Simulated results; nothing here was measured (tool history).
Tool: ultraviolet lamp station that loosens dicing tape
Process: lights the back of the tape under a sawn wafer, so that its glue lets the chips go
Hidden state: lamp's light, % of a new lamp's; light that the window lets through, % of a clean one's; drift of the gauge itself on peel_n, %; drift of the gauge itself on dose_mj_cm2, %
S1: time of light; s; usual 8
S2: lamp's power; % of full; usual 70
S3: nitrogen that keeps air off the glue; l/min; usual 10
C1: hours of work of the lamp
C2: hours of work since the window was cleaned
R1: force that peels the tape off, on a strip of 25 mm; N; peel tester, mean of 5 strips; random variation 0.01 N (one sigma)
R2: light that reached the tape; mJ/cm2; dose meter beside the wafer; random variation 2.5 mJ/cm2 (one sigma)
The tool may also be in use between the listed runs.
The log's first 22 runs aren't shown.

run   hour  S1   S2  S3   C1   C2     R1   R2
 23  460.2   6   98   8  601  118  1.078  198
 24  472.7   8   86  19  609  126  0.517  238
 25  492.9   7   76  11  621  139  1.162  181
 26  518.4  12   67  18  637  155  0.412  270
 27  534.3   9   87   4  647  165  0.938  265
 28  550.8   7   88   4  658  175  1.572  204
 29    565   5   84   9  667  184  2.018  136
 30  578.3   8   77   8  675  192  1.093  200
 31  591.6   8  100   3  683  201  1.119  260
 32  609.6   8  100   3  695  212  1.133  255
 33  632.8   8  100   3  709  227  1.158  255
 34  652.5   5  100  11  721  239  1.508  155
 35  670.5   7   61  11  733  250   2.01  134
 36  694.7   7   61  11  748  265  2.156  132
 37  707.5   7   61  11  756  273  2.135  130

Run 38 comes next. What will it give?
 38  724.1   7  81  14  766  284   ?   ?

Run 38 gave R1 1.226 N, R2 175 mJ/cm2.
Without the tool's hidden state the same run would have given R1 0.384 N, R2 298 mJ/cm2.
